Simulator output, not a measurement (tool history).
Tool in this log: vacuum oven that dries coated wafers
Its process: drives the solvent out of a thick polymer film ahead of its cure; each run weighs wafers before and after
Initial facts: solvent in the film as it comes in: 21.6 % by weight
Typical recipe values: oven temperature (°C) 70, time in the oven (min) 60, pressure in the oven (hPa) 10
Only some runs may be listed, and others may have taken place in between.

Run 1, hour 0: usual settings. Result: solvent left in the film (%) 6.07.
Run 2, hour 10: usual settings. Result: solvent left in the film (%) 6.06.
Run 3, hour 21.1: usual settings. Result: solvent left in the film (%) 6.1.
Run 4, hour 34.9: usual settings but time in the oven (min) 89. Result: solvent left in the film (%) 3.78.
Run 5, hour 45.5: usual settings but time in the oven (min) 89. Result: solvent left in the film (%) 3.96.
Run 6, hour 60.7: usual settings but time in the oven (min) 89. Result: solvent left in the film (%) 3.87.
Run 7, hour 69.5: usual settings but time in the oven (min) 89, pressure in the oven (hPa) 37.2. Result: solvent left in the film (%) 5.78.
Run 8, hour 77.7: usual settings but oven temperature (°C) 61. Result: solvent left in the film (%) 9.79.
Run 9, hour 94.8: usual settings but oven temperature (°C) 61, time in the oven (min) 34, pressure in the oven (hPa) 11.5. Result: solvent left in the film (%) 12.58.
Run 10, hour 103.5: usual settings but oven temperature (°C) 64, time in the oven (min) 34, pressure in the oven (hPa) 11.5. Result: solvent left in the film (%) 12.08.
Run 11, hour 120.6: usual settings but oven temperature (°C) 64, time in the oven (min) 34, pressure in the oven (hPa) 11.5. Result: solvent left in the film (%) 11.71.
Run 12, hour 130.2: usual settings but oven temperature (°C) 57, time in the oven (min) 62, pressure in the oven (hPa) 27.9. Result: solvent left in the film (%) 12.66.
Run 13, hour 144.4: usual settings but oven temperature (°C) 57, time in the oven (min) 62, pressure in the oven (hPa) 27.9. Result: solvent left in the film (%) 12.21.
Run 14, hour 162.7: usual settings but time in the oven (min) 35, pressure in the oven (hPa) 20.6. Result: solvent left in the film (%) 10.06.
Run 15, hour 173.1: usual settings but oven temperature (°C) 57. Result: solvent left in the film (%) 11.36.

Each row is a separate what-if for the run after 15, all from the same tool condition, not one after another. Results?
Run A, hour 189.1: usual settings but oven temperature (°C) 75, time in the oven (min) 88, pressure in the oven (hPa) 6.4. Result: solvent left in the film (%) ?.
Run B, hour 189.1: usual settings but oven temperature (°C) 58, time in the oven (min) 87, pressure in the oven (hPa) 7.5. Result: solvent left in the film (%) ?.
Run C, hour 189.1: usual settings but oven temperature (°C) 81, pressure in the oven (hPa) 30.2. Result: solvent left in the film (%) ?.

run  solvent left in the film (%)
  A                          2.32
  B                          8.75
  C                          3.36
Take away the tool's hidden state, keep each run's random variation, and the runs would have read:
run  solvent left in the film (%)
  A                          1.67
  B                          7.57
  C                          2.63
